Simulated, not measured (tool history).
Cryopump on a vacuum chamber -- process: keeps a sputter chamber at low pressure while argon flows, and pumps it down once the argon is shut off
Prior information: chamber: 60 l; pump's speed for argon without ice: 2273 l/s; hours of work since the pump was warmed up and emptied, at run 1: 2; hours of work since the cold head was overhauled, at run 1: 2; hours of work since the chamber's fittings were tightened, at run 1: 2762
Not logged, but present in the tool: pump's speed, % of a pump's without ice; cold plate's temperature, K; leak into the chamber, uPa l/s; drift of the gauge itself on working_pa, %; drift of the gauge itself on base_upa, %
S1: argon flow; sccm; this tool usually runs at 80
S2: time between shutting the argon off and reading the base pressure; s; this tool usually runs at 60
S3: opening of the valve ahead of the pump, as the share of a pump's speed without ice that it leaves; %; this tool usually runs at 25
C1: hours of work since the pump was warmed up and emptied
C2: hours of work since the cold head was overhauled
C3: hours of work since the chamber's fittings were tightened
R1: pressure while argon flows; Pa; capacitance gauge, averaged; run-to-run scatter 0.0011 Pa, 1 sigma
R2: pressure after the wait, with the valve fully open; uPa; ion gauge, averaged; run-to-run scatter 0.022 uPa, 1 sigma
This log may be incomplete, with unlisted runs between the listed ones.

run   hour   S1   S2  S3   C1   C2    C3      R1    R2
  1    0.0   80   60  25    2    2  2762  0.2384  1.59
  2    6.5   80   60  25    8    8  2768  0.2391  1.64
  3   19.4   80   60  25   19   19  2780  0.2387  1.61
  4   27.8   80   60  25   27   27  2787  0.2387  1.55
  5   40.5   80   24  25   38   38  2798  0.2398  2.45
  6   55.9  102   60  25   51   51  2812  0.3059  1.58
  7   65.9  155   60  25   60   60  2821  0.4622  1.67
  8   81.8  155   60  25   74   74  2835  0.4621  1.61
  9   95.9  155   60  25   87   87  2847  0.4621  1.61
 10  111.8  155   60  25  101  101  2862  0.4650  1.64
 11  121.3  155   60  31  109  109  2870  0.3758  1.67
 12  131.4   80   60  25  118  118  2879  0.2415  1.71
 13  142.8   80   60  25  129  129  2889  0.2425  1.68
 14  157.6   80   60  25  142  142  2902  0.2396  1.62
 15  166.0   80   60  25  149  149  2910  0.2405  1.67
 16  177.2  103   60  25  159  159  2919  0.3099  1.69
 17  190.4   93   60  25  171  171  2931  0.2805  1.69
 18  197.2   93   60  25  177  177  2937  0.2821  1.66
 19  205.6   80   92  25  184  184  2945  0.2407  1.54
 20  214.2   96  109  31  192  192  2952  0.2353  1.54
 21  222.4   96  109  31  199  199  2960  0.2348  1.46
 22  232.7   59   44  31  208  208  2969  0.1454  1.89
 23  239.5  120   85  25  214  214  2975  0.3602  1.56
 24  255.4   80   60  30  228  228  2989  0.2039  1.74
 25  262.8   43   60  17  235  235  2995  0.1902  1.73
 26  276.8   70   60  29  247  247  3008  0.1840  1.72
 27  288.4  147   59  47  258  258  3018  0.2414  1.76
 28  297.3  145   59  25  265  265  3026  0.4402  1.74
 29  311.8   96   32  25  278  278  3039  0.2938  2.17
 30  325.9   80   60  33  291  291  3051  0.1857  1.85
 31  339.8  135  149  33  303  303  3064  0.3147  1.41
 32  351.7  135  149  33  314  314  3074  0.3122  1.45
 33  361.8  135  149  33  323  323  3083  0.3144  1.46
 34  370.4  135  149  33  330  330  3091  0.3169  1.57
 35  378.4  155   97  25  337  337  3098  0.4731  1.60

For some of the steps in R1 from one run to the next: how much would appear even if the tool had no hidden state, given the settings, what came in and random variation, and how much remains for the hidden state plus any gauge scatter that the measured result and the result without hidden state don't share?
Run 22 -> 23: S1 59 -> 120, S2 44 -> 85, S3 31 -> 25. R1 +0.2148 Pa: hidden state +0.0035, all else +0.2113.
Run 23 -> 24: S1 120 -> 80, S2 85 -> 60, S3 25 -> 30. R1 -0.1563 Pa: hidden state -0.0019, all else -0.1544.
Run 26 -> 27: S1 70 -> 147, S2 60 -> 59, S3 29 -> 47. R1 +0.0574 Pa: hidden state +0.0054, all else +0.0520.
Run 27 -> 28: S1 147 -> 145, S3 47 -> 25. R1 +0.1988 Pa: hidden state +0.0002, all else +0.1986.
Run 30 -> 31: S1 80 -> 135, S2 60 -> 149. R1 +0.1290 Pa: hidden state +0.0047, all else +0.1243.
